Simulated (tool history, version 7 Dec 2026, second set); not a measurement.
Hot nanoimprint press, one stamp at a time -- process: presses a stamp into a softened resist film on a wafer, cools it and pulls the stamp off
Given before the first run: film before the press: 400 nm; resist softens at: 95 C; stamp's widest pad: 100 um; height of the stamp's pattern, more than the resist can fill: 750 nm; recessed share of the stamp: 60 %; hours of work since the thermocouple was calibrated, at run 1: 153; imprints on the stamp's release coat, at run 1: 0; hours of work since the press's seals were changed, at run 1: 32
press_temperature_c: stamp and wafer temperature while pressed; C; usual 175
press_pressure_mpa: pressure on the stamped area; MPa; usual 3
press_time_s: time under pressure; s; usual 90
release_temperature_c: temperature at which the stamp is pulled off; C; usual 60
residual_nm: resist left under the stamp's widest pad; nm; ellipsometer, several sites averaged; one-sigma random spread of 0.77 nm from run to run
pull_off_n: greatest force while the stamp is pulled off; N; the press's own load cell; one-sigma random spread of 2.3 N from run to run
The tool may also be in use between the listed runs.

| run | day | press_temperature_c | press_pressure_mpa | press_time_s | release_temperature_c | hours of work since the thermocouple was calibrated | imprints on the stamp's release coat | hours of work since the press's seals were changed | residual_nm | pull_off_n |
|---|---|---|---|---|---|---|---|---|---|---|
| 1 | 0 | 175 | 3 | 90 | 60 | 153 | 0 | 32 | 191.3 | 103 |
| 2 | 0.588 | 175 | 3 | 90 | 60 | 163 | 43 | 42 | 192 | 109 |
| 3 | 1.217 | 175 | 3 | 90 | 60 | 173 | 88 | 52 | 191.4 | 105 |
| 4 | 1.604 | 175 | 3 | 90 | 60 | 179 | 116 | 58 | 193.9 | 108 |
| 5 | 2.258 | 175 | 3 | 90 | 60 | 190 | 164 | 69 | 193.8 | 108 |
| 6 | 2.958 | 175 | 3 | 90 | 60 | 201 | 214 | 80 | 194.6 | 112 |
| 7 | 3.583 | 175 | 3 | 90 | 60 | 211 | 260 | 90 | 193.6 | 113 |
| 8 | 3.996 | 175 | 3 | 90 | 60 | 218 | 290 | 97 | 193.2 | 116 |
| 9 | 4.417 | 171 | 3 | 90 | 60 | 225 | 320 | 104 | 218.5 | 119 |
| 10 | 4.904 | 175 | 3 | 90 | 60 | 233 | 355 | 112 | 193.4 | 117 |
| 11 | 5.417 | 175 | 3 | 90 | 60 | 241 | 392 | 120 | 194.9 | 116 |
| 12 | 6.008 | 175 | 3 | 90 | 50 | 251 | 435 | 130 | 193.3 | 145 |
|  | 6.179 | plate thermocouple calibrated |
| 13 | 6.542 | 175 | 3 | 90 | 53 | 6 | 465 | 136 | 191.7 | 139 |
| 14 | 7 | 175 | 3 | 90 | 53 | 13 | 498 | 144 | 189.5 | 140 |
| 15 | 7.354 | 179 | 3 | 90 | 60 | 19 | 524 | 149 | 171.1 | 121 |
| 16 | 8.05 | 179 | 3 | 90 | 60 | 30 | 574 | 161 | 171.4 | 121 |
| 17 | 8.717 | 179 | 2.98 | 158 | 60 | 41 | 622 | 172 | 137.4 | 123 |
| 18 | 9.375 | 179 | 2.98 | 158 | 60 | 52 | 670 | 182 | 138.1 | 126 |
| 19 | 10.033 | 178 | 2.98 | 158 | 46 | 62 | 718 | 193 | 143.5 | 165 |
|  | 10.462 | stamp cleaned and given a new release coat |
| 20 | 10.958 | 178 | 2.98 | 158 | 46 | 73 | 36 | 204 | 143.2 | 133 |
| 21 | 11.458 | 178 | 2.98 | 158 | 46 | 81 | 72 | 212 | 142.7 | 145 |
| 22 | 12.017 | 178 | 2.98 | 138 | 46 | 90 | 112 | 221 | 152.6 | 146 |
| 23 | 12.375 | 178 | 3.75 | 133 | 51 | 96 | 138 | 227 | 136.9 | 132 |
| 24 | 12.667 | 183 | 3.93 | 158 | 51 | 101 | 159 | 231 | 106.4 | 132 |
| 25 | 13.033 | 175 | 2 | 90 | 49 | 107 | 186 | 237 | 231.7 | 140 |
| 26 | 13.667 | 171 | 2 | 105 | 49 | 117 | 232 | 248 | 245.9 | 137 |
| 27 | 14.171 | 178 | 3 | 45 | 60 | 125 | 268 | 256 | 225.2 | 115 |
| 28 | 14.533 | 178 | 3 | 45 | 60 | 131 | 294 | 262 | 223.7 | 111 |
| 29 | 15.038 | 178 | 1.88 | 96 | 56 | 139 | 331 | 270 | 217.7 | 120 |
| 30 | 15.438 | 175 | 1.88 | 90 | 60 | 146 | 360 | 276 | 238.4 | 113 |

Across each entry between runs, compare the hidden state at the last listed run before it with the hidden state at the first listed run after it:
Logged between run 12 and run 13: plate thermocouple calibrated (day 6.179)
  true temperature over the reading, C: -0.64 -> -0.04; pressure that arrives at the usual setting, %: 99.37 -> 99.32; grip of the stamp's worn release coat, % over a new coat's: 12.3 -> 13.2
  measured value less the no-hidden-state value, residual_nm: +4.2 -> +0.9 nm; pull_off_n: +18 -> +16 N
Logged between run 19 and run 20: stamp cleaned and given a new release coat (day 10.462)
  true temperature over the reading, C: -0.19 -> -0.22; pressure that arrives at the usual setting, %: 98.85 -> 98.76; grip of the stamp's worn release coat, % over a new coat's: 20.7 -> 1
  measured value less the no-hidden-state value, residual_nm: +1.7 -> +1.9 nm; pull_off_n: +29 -> +2 N
